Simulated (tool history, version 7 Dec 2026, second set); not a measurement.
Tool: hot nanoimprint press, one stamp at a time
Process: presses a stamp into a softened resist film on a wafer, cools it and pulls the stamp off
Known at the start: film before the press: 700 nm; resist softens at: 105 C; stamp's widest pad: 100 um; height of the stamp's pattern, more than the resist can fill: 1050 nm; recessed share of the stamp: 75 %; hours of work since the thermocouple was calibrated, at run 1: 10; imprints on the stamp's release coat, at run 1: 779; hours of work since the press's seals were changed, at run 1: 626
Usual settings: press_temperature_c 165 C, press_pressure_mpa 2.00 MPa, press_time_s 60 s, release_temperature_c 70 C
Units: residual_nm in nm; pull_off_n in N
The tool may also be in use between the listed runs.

| run | hour | press_temperature_c | press_pressure_mpa | press_time_s | release_temperature_c | hours of work since the thermocouple was calibrated | imprints on the stamp's release coat | hours of work since the press's seals were changed | residual_nm | pull_off_n |
|---|---|---|---|---|---|---|---|---|---|---|
| 1 | 0.0 | 165 | 2.00 | 60 | 70 | 10 | 779 | 626 | 378.2 | 148 |
| 2 | 51.0 | 165 | 2.00 | 60 | 70 | 37 | 925 | 653 | 377.9 | 145 |
| 3 | 103.3 | 165 | 2.00 | 60 | 68 | 65 | 1074 | 681 | 376.7 | 151 |
| 4 | 141.9 | 174 | 2.00 | 60 | 70 | 85 | 1185 | 702 | 241.6 | 158 |
| 5 | 189.2 | 165 | 1.99 | 60 | 70 | 111 | 1320 | 727 | 380.5 | 154 |
| 6 | 230.3 | 165 | 1.99 | 60 | 70 | 133 | 1438 | 749 | 380.0 | 159 |
| 7 | 258.2 | 165 | 1.99 | 60 | 70 | 147 | 1518 | 764 | 383.3 | 168 |
| 8 | 299.4 | 165 | 2.00 | 60 | 70 | 169 | 1636 | 786 | 378.8 | 162 |
| 9 | 335.4 | 165 | 2.00 | 60 | 70 | 189 | 1739 | 805 | 381.5 | 165 |
| 10 | 360.6 | 165 | 1.68 | 60 | 70 | 202 | 1811 | 818 | 409.5 | 173 |
| 11 | 402.0 | 165 | 1.68 | 31 | 70 | 224 | 1929 | 840 | 494.4 | 168 |
| 12 | 425.7 | 165 | 1.68 | 31 | 60 | 237 | 1997 | 853 | 495.5 | 200 |
| 13 | 452.5 | 165 | 2.00 | 60 | 74 | 251 | 2074 | 867 | 385.6 | 158 |
| 14 | 497.8 | 175 | 2.00 | 60 | 70 | 275 | 2203 | 891 | 234.8 | 177 |
|  | 552.5 | stamp cleaned and given a new release coat |
| 15 | 552.5 | 165 | 2.00 | 60 | 70 | 301 | 0 | 917 | 387.3 | 131 |
| 16 | 609.6 | 165 | 2.00 | 60 | 70 | 332 | 163 | 948 | 388.5 | 136 |
| 17 | 637.1 | 163 | 2.68 | 42 | 77 | 346 | 242 | 962 | 428.0 | 116 |
|  | 645.1 | plate thermocouple calibrated |
| 18 | 686.9 | 168 | 1.57 | 30 | 69 | 22 | 376 | 987 | 466.8 | 152 |
| 19 | 716.8 | 165 | 2.00 | 60 | 62 | 38 | 461 | 1003 | 395.6 | 158 |
| 20 | 768.6 | 169 | 2.73 | 60 | 71 | 66 | 610 | 1031 | 281.8 | 137 |
| 21 | 812.8 | 169 | 2.73 | 60 | 71 | 89 | 736 | 1054 | 284.6 | 147 |
| 22 | 836.8 | 176 | 2.73 | 60 | 66 | 102 | 805 | 1067 | 197.5 | 159 |
| 23 | 893.1 | 158 | 2.00 | 34 | 69 | 132 | 966 | 1097 | 594.1 | 159 |
| 24 | 936.5 | 164 | 1.63 | 54 | 75 | 155 | 1090 | 1120 | 463.6 | 148 |
|  | 951.5 | plate thermocouple calibrated, once more |
| 25 | 962.6 | 164 | 1.63 | 54 | 75 | 6 | 1156 | 1133 | 444.5 | 139 |
| 26 | 998.8 | 164 | 1.63 | 54 | 75 | 25 | 1260 | 1152 | 452.6 | 146 |
| 27 | 1032.5 | 170 | 2.26 | 79 | 64 | 43 | 1357 | 1170 | 256.2 | 169 |
| 28 | 1075.0 | 170 | 2.26 | 79 | 64 | 66 | 1478 | 1193 | 257.3 | 176 |
| 29 | 1104.9 | 172 | 1.66 | 79 | 73 | 82 | 1564 | 1209 | 267.0 | 151 |
| 30 | 1148.2 | 173 | 1.66 | 34 | 73 | 105 | 1688 | 1232 | 350.0 | 156 |

4 ways to go on from here, each from the tool as it stands after run 30. What would each give?
| A | 1200.0 | 175 | 1.43 | 34 | 73 | 132 | 1836 | 1259 | ? | ? |
| B | 1200.0 | 173 | 1.66 | 34 | 60 | 132 | 1836 | 1259 | ? | ? |
| C | 1200.0 | 165 | 2.40 | 60 | 70 | 132 | 1836 | 1259 | ? | ? |
| D | 1200.0 | 157 | 2.00 | 94 | 70 | 132 | 1836 | 1259 | ? | ? |

| run | residual_nm | pull_off_n |
|---|---|---|
| A | 343.7 | 160 |
| B | 349.9 | 196 |
| C | 359.2 | 167 |
| D | 492.6 | 169 |
Without the tool's hidden state the same runs would have given:
| run | residual_nm | pull_off_n |
|---|---|---|
| A | 331.4 | 125 |
| B | 336.6 | 154 |
| C | 341.9 | 130 |
| D | 475.3 | 132 |
